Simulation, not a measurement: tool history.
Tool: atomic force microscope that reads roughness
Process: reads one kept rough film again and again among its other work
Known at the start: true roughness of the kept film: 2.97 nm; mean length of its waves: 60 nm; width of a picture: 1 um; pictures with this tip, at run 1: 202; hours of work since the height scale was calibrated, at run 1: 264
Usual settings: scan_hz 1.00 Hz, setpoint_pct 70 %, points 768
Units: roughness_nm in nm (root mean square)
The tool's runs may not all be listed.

run     day  scan_hz  setpoint_pct  points  pictures with this tip  hours of work since the height scale was calibrated  roughness_nm
  1   0.000     1.00            70     768                     202                                                  264         2.465
      1.325  -- new tip fitted
  2   2.567     1.00            70     768                      45                                                  291         2.658
  3   4.275     1.00            70     768                     106                                                  309         2.594
  4   6.229     1.00            70     768                     177                                                  330         2.514
      8.162  -- new tip fitted
  5   8.758     1.00            70     768                      21                                                  357         2.653
  6  10.304     1.00            70     768                      77                                                  374         2.617
  7  12.129     1.00            70     768                     143                                                  394         2.538
     14.962  -- new tip fitted
  8  15.088     1.00            70     768                       5                                                  425         2.685
  9  17.821     1.46            70     768                     103                                                  454         2.514
 10  20.783     1.46            70     768                     210                                                  486         2.398
     21.812  -- new tip fitted
 11  23.383     1.46            70     768                      56                                                  514         2.560
 12  24.838     1.46            70     768                     109                                                  529         2.508
 13  27.446     1.46            70     768                     203                                                  557         2.418
     28.579  -- new tip fitted
 14  29.854     0.98            78     985                      46                                                  583         2.570
 15  31.921     0.98            78     985                     120                                                  605         2.484
 16  33.408     0.98            81     262                     174                                                  621         2.398
 17  35.104     1.00            55     747                     235                                                  639         2.550
     35.271  -- new tip fitted
 18  37.954     1.00            55     747                      96                                                  670         2.695
 19  39.421     1.29            70     351                     149                                                  685         2.503
 20  41.750     0.91            70     920                     233                                                  710         2.473
     41.975  -- new tip fitted
 21  44.100     0.91            70     920                      76                                                  735         2.631

The next listed run, before its measurement:
 22  46.954     1.12            72     768                     179                                                  766             ?

{"run 22": {"roughness_nm": 2.447}}
Without the tool's hidden state the same run would have given roughness_nm 2.625 nm (root mean square).

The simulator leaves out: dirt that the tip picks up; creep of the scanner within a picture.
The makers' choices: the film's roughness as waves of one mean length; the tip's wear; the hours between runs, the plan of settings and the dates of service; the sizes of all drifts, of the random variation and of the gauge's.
